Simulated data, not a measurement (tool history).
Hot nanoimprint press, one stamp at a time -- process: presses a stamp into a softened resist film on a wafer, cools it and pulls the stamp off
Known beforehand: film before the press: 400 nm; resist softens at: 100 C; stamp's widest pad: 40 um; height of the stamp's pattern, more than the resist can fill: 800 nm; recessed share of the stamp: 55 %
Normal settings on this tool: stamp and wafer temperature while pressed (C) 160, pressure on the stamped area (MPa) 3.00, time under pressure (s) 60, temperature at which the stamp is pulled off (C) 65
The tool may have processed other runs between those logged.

| run | hour | stamp and wafer temperature while pressed (C) | pressure on the stamped area (MPa) | time under pressure (s) | temperature at which the stamp is pulled off (C) | resist left under the stamp's widest pad (Å) | greatest force while the stamp is pulled off (N) |
|---|---|---|---|---|---|---|---|
| 1 | 0.0 | 160 | 3.00 | 60 | 65 | 2124 | 162 |
| 2 | 80.1 | 160 | 3.00 | 60 | 65 | 2087 | 169 |
| 3 | 136.5 | 160 | 3.00 | 60 | 65 | 2109 | 171 |
| 4 | 183.5 | 160 | 3.00 | 43 | 65 | 2365 | 169 |
| 5 | 219.1 | 160 | 3.00 | 60 | 65 | 2110 | 178 |
| 6 | 285.3 | 160 | 3.00 | 60 | 65 | 2130 | 173 |
| 7 | 327.2 | 160 | 3.00 | 60 | 72 | 2105 | 170 |
|  | 376.3 | stamp cleaned and given a new release coat |
| 8 | 385.2 | 160 | 3.00 | 60 | 72 | 2131 | 131 |
| 9 | 438.5 | 160 | 3.00 | 60 | 67 | 2135 | 144 |
| 10 | 482.1 | 166 | 3.00 | 60 | 65 | 1594 | 152 |
| 11 | 548.1 | 166 | 3.00 | 54 | 64 | 1674 | 147 |
| 12 | 620.6 | 150 | 2.17 | 60 | 73 | 3410 | 154 |
| 13 | 703.7 | 160 | 3.00 | 106 | 65 | 1763 | 155 |
| 14 | 790.3 | 160 | 3.00 | 34 | 65 | 2608 | 174 |
| 15 | 839.6 | 160 | 3.00 | 60 | 72 | 2171 | 157 |
| 16 | 912.0 | 172 | 1.95 | 108 | 63 | 1114 | 181 |
|  | 968.8 | press's hydraulic seals changed and the load cell set to zero |
| 17 | 1000.4 | 171 | 3.00 | 81 | 61 | 1075 | 180 |
|  | 1069.5 | stamp cleaned and given a new release coat |
| 18 | 1092.5 | 160 | 3.90 | 98 | 54 | 1623 | 161 |

Each row is a separate what-if for the run after 18, all from the same tool condition, not one after another. Results?
| A | 1154.0 | 153 | 3.00 | 60 | 61 | ? | ? |
| B | 1154.0 | 160 | 2.91 | 60 | 51 | ? | ? |
| C | 1154.0 | 160 | 3.90 | 85 | 62 | ? | ? |

| run | resist left under the stamp's widest pad (Å) | greatest force while the stamp is pulled off (N) |
|---|---|---|
| A | 2927 | 157 |
| B | 2216 | 168 |
| C | 1711 | 155 |
Without the tool's hidden state the same runs would have given:
| run | resist left under the stamp's widest pad (Å) | greatest force while the stamp is pulled off (N) |
|---|---|---|
| A | 2796 | 150 |
| B | 2087 | 161 |
| C | 1596 | 149 |
